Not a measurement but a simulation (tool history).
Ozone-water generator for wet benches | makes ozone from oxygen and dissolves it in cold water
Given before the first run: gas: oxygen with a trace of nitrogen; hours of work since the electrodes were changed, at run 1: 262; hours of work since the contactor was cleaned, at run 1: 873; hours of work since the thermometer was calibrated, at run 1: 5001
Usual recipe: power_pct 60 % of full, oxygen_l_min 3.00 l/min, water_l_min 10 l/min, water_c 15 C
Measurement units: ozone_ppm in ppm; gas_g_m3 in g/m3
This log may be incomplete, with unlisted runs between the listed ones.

| run | hour | power_pct | oxygen_l_min | water_l_min | water_c | hours of work since the electrodes were changed | hours of work since the contactor was cleaned | hours of work since the thermometer was calibrated | ozone_ppm | gas_g_m3 |
|---|---|---|---|---|---|---|---|---|---|---|
| 1 | 0.0 | 60 | 3.00 | 10 | 15 | 262 | 873 | 5001 | 26.9 | 225.3 |
| 2 | 21.6 | 60 | 3.00 | 10 | 15 | 278 | 890 | 5018 | 26.9 | 225.3 |
| 3 | 54.8 | 60 | 3.00 | 10 | 15 | 303 | 915 | 5043 | 27.1 | 227.5 |
| 4 | 102.1 | 60 | 3.00 | 10 | 15 | 339 | 951 | 5078 | 27.1 | 223.5 |
| 5 | 142.1 | 60 | 3.00 | 10 | 15 | 369 | 981 | 5109 | 27.4 | 224.1 |
| 6 | 177.5 | 60 | 3.00 | 10 | 15 | 396 | 1007 | 5135 | 26.8 | 226.8 |
| 7 | 200.0 | 60 | 3.00 | 10 | 15 | 413 | 1024 | 5152 | 27.0 | 225.4 |
| 8 | 238.9 | 60 | 3.00 | 10 | 15 | 442 | 1054 | 5182 | 27.0 | 225.5 |
| 9 | 273.6 | 74 | 3.00 | 10 | 15 | 468 | 1080 | 5208 | 32.3 | 275.6 |
| 10 | 316.0 | 74 | 3.00 | 10 | 15 | 501 | 1112 | 5240 | 32.8 | 274.9 |
| 11 | 346.9 | 60 | 1.83 | 10 | 15 | 524 | 1135 | 5263 | 26.7 | 302.3 |
| 12 | 389.2 | 60 | 1.83 | 10 | 7 | 556 | 1167 | 5295 | 29.3 | 304.9 |
| 13 | 431.0 | 60 | 1.83 | 10 | 14 | 587 | 1199 | 5327 | 27.4 | 305.9 |
| 14 | 472.9 | 60 | 1.83 | 10 | 14 | 619 | 1230 | 5358 | 27.3 | 308.4 |
| 15 | 518.2 | 60 | 1.83 | 10 | 14 | 653 | 1265 | 5393 | 27.0 | 306.5 |
| 16 | 554.0 | 60 | 2.03 | 12 | 8 | 680 | 1292 | 5420 | 25.2 | 291.0 |
| 17 | 597.1 | 60 | 2.03 | 12 | 8 | 713 | 1324 | 5452 | 25.1 | 290.7 |
| 18 | 629.8 | 60 | 2.03 | 12 | 8 | 737 | 1349 | 5477 | 24.8 | 289.1 |
|  | 649.0 | water thermometer calibrated |
| 19 | 667.7 | 60 | 2.03 | 12 | 8 | 766 | 1377 | 14 | 24.8 | 291.0 |
| 20 | 716.9 | 96 | 5.08 | 15 | 15 | 803 | 1414 | 51 | 30.4 | 261.6 |
|  | 730.3 | gauge calibrated |
| 21 | 738.4 | 60 | 2.67 | 10 | 15 | 819 | 1431 | 68 | 26.9 | 240.1 |
| 22 | 774.5 | 60 | 2.67 | 10 | 15 | 846 | 1458 | 95 | 27.1 | 242.2 |
| 23 | 820.8 | 60 | 2.67 | 10 | 15 | 881 | 1493 | 130 | 27.5 | 239.3 |
| 24 | 869.3 | 60 | 2.67 | 10 | 15 | 918 | 1529 | 166 | 26.9 | 241.1 |
| 25 | 914.8 | 60 | 2.67 | 10 | 15 | 952 | 1564 | 201 | 27.3 | 241.6 |
| 26 | 961.4 | 60 | 2.63 | 16 | 13 | 987 | 1599 | 236 | 19.2 | 247.1 |

Forecast each of these 4 alternatives for the next run:
| A | 991.6 | 60 | 1.59 | 6 | 15 | 1010 | 1622 | 259 | ? | ? |
| B | 991.6 | 60 | 2.32 | 12 | 19 | 1010 | 1622 | 259 | ? | ? |
| C | 991.6 | 44 | 3.00 | 10 | 15 | 1010 | 1622 | 259 | ? | ? |
| D | 991.6 | 48 | 2.63 | 8 | 8 | 1010 | 1622 | 259 | ? | ? |

| run | ozone_ppm | gas_g_m3 |
|---|---|---|
| A | 39.4 | 328.1 |
| B | 22.3 | 266.3 |
| C | 19.9 | 171.1 |
| D | 28.4 | 198.2 |
With the hidden condition removed and each run's random variation left untouched, the same runs would have given:
| run | ozone_ppm | gas_g_m3 |
|---|---|---|
| A | 39.4 | 324.8 |
| B | 22.4 | 263.7 |
| C | 19.9 | 169.4 |
| D | 28.4 | 196.2 |
